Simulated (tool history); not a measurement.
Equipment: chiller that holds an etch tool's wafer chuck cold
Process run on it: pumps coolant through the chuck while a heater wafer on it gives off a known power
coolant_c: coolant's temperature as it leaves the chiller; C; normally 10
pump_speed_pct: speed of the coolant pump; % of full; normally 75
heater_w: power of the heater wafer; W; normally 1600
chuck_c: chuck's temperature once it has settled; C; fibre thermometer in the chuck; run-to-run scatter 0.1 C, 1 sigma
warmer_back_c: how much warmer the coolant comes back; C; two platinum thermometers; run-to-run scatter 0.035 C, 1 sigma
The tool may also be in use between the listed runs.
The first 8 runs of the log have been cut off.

run    hour  coolant_c  pump_speed_pct  heater_w  chuck_c  warmer_back_c
  9   410.2         10              75       842     16.6           3.04
 10   439.5         10              75       842     16.6           3.11
 11     493         10              75       842     16.7           3.09
 12   549.3         10              75       842     16.6           3.01
 13   584.4         10              73      1600     23.1           6.02
 14   630.4         10              73      1600     23.2           6.02
 15   677.4         10              73      1600     23.2           6.02
 16   716.1         10              73      1600     23.3           6.03
 17   763.8         10              75      1065     18.6           3.94
 18     802         15              87      1459     25.4           4.62
 19   858.9         15              83      1141     23.5           3.83
 20   909.7         15              83      1141     23.5           3.82
 21   946.9          6              97      1582     16.2           4.57
 22   976.4          6              97      1582     16.4           4.53
 23  1030.1         19              71      1484     31.5           5.78
 24  1083.8         13              88      1484     23.4            4.7
 25  1132.7         10              73       970     17.8           3.69
 26  1189.3         12              92      1600       23           4.83
 27  1216.8         10              70      2161     28.8           8.46
 28  1241.1         12              70      2217     31.2           8.69
 29  1266.4         10              93      1975     23.7           5.84
 30  1296.1         10              93      1975     23.6           5.89
 31  1331.8          2              89      1600     13.5           5.03
       1346  -- chiller's thermometer calibrated
 32  1370.7         10              90      1600     21.3           4.97

Branching from run 32: 4 alternative next runs. What would each branch give?
  A  1413.4         10              72       954        ?              ?
  B  1413.4          3              75      1600        ?              ?
  C  1413.4          9              83      1600        ?              ?
  D  1413.4          2              99      1292        ?              ?

run  chuck_c  warmer_back_c
  A     18.4           3.64
  B     16.4            5.9
  C     21.1           5.33
  D     10.7           3.64
Had the tool no hidden state, the same runs would have come out as:
run  chuck_c  warmer_back_c
  A     17.8           3.52
  B     15.5           5.71
  C     20.3           5.15
  D     10.1           3.52

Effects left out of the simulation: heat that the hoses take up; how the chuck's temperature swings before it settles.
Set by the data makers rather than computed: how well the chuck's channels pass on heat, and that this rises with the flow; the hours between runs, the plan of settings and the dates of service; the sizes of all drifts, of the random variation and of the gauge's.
